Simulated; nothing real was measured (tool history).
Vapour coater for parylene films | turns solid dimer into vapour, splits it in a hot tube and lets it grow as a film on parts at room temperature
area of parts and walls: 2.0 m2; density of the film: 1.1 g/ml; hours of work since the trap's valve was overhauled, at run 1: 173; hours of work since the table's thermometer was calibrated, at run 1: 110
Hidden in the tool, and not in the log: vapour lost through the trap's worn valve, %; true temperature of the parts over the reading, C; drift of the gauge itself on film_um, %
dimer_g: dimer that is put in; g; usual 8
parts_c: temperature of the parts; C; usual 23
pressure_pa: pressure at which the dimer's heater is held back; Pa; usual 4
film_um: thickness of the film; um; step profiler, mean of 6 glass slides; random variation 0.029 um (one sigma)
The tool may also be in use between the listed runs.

run,hour,dimer_g,parts_c,pressure_pa,hours of work since the trap's valve was overhauled,hours of work since the table's thermometer was calibrated,film_um
1,0,8,23,4,173,110,2.53
2,29.6,8,23,4,188,126,2.48
3,58.3,8,23,4,203,141,2.49
4,80.8,8,23,4,215,152,2.47
5,118.7,8,23,4,234,172,2.46
6,150.9,8,23,4,251,189,2.43
7,188.3,8,23,4,270,208,2.42
8,225.3,8,23,4,290,227,2.39
9,265.5,8,23,4,310,248,2.42
10,288.8,8,23,4,323,260,2.36
11,312,8,23,4,335,272,2.41
12,346.3,8,23,4,352,290,2.37
13,369.8,8,23,4,365,302,2.38
14,408.8,8,23,4,385,322,2.32
15,451.7,8,23,4,407,345,2.35
16,482.3,8,23,4,423,361,2.36
17,507.9,7,23,4,436,374,2
18,527.4,7,23,4,446,384,2.03
# hour 552.2: trap's valve overhauled
19,575.7,11,23,7.33,12,407,3.39
20,598.9,11,23,7.33,24,419,3.33
21,628.7,11,34,9.66,40,434,1.95
22,660.1,5,16,2.56,56,451,2.19
23,699.3,8,23,7.18,76,471,2.41
24,738.2,8,34,10.94,97,491,1.37
25,775.1,10,34,3.93,116,510,2
26,816.3,10,34,3.93,137,532,2.01
27,846.5,14,26,2.06,153,547,4.25
28,889,4,17,2.45,175,570,1.68
29,931.2,6,17,11.08,197,591,2.16
30,955.1,8,17,4,209,604,3.29
31,989.1,5,18,8.28,227,622,1.78
32,1031.2,8,32,3.16,249,643,1.71
33,1056.8,8,19,3.27,262,657,3.11
34,1075.4,8,19,3.27,272,666,3.03
35,1096,4,19,9.24,282,677,1.27

Forecast each of these 3 alternatives for the next run:
A,1129.7,8,17,4,300,694,?
B,1129.7,4,30,4.96,300,694,?
C,1129.7,12,22,2.62,300,694,?

run,film_um
A,3.14
B,0.87
C,4.06
Without the tool's hidden state the same runs would have given:
run,film_um
A,3.38
B,0.94
C,4.38

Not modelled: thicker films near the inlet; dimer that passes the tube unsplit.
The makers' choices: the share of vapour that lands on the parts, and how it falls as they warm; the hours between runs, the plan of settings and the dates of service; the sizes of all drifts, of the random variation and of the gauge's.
